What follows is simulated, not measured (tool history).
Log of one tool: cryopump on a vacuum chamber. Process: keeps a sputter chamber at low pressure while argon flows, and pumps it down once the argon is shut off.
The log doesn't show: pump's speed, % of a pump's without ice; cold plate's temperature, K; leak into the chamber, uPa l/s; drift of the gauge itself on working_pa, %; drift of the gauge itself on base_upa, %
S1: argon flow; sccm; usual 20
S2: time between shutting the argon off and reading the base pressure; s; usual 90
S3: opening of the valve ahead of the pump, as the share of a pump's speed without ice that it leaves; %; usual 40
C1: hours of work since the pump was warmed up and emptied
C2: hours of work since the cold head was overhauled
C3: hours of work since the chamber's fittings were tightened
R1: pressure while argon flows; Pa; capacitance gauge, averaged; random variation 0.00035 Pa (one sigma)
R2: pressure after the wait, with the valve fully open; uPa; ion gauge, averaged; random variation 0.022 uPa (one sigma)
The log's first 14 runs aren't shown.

run	day	S1	S2	S3	C1	C2	C3	R1	R2
15	36.246	20	90	40	134	1505	2453	0.0838	0.97
16	38.512	20	90	40	172	1543	2491	0.0838	1.01
17	41.125	20	90	40	215	1586	2534	0.0842	1.01
18	43.575	20	152	32	256	1627	2575	0.105	0.91
19	45.717	9	90	22	292	1662	2611	0.0681	1.03
20	48.138	10	162	22	332	1703	2651	0.0766	0.88
21	50.471	17	47	43	371	1741	2690	0.0682	1.41
22	51.967	13	112	37	396	1766	2714	0.06	1.04
23	55.117	18	50	37	448	1818	2767	0.0838	1.32
24	57.625	20	90	17	490	1860	2809	0.1973	1.06
25	60.508	15	154	40	538	1908	2856	0.0653	0.98
26	62.362	15	114	22	568	1939	2887	0.1163	1.08
27	65.171	29	36	51	615	1986	2934	0.1017	1.69
# day 68.221: pump warmed up, emptied and cooled again
28	68.221	29	36	51	0	2033	2981	0.0938	1.62
# day 69.933: leaking fittings of the chamber tightened, without venting
29	70.862	20	252	56	42	2075	15	0.0594	0.49
30	72.854	20	207	20	76	2108	49	0.1657	0.53
31	76.046	20	142	40	129	2161	102	0.0844	0.6
32	78.35	9	154	25	167	2200	140	0.0602	0.55
33	81.608	9	23	53	221	2254	194	0.029	1.78
34	84.475	25	90	45	269	2302	242	0.0949	0.74

Forecast each of these 4 alternatives for the next run:
A	86.092	31	90	40	296	2328	269	?	?
B	86.092	20	63	40	296	2328	269	?	?
C	86.092	26	260	19	296	2328	269	?	?
D	86.092	20	30	27	296	2328	269	?	?

run	R1	R2
A	0.133	0.79
B	0.0858	0.9
C	0.2284	0.51
D	0.1254	1.48
Without the tool's hidden state the same runs would have given:
run	R1	R2
A	0.1279	0.68
B	0.0825	0.79
C	0.2242	0.4
D	0.1221	1.36
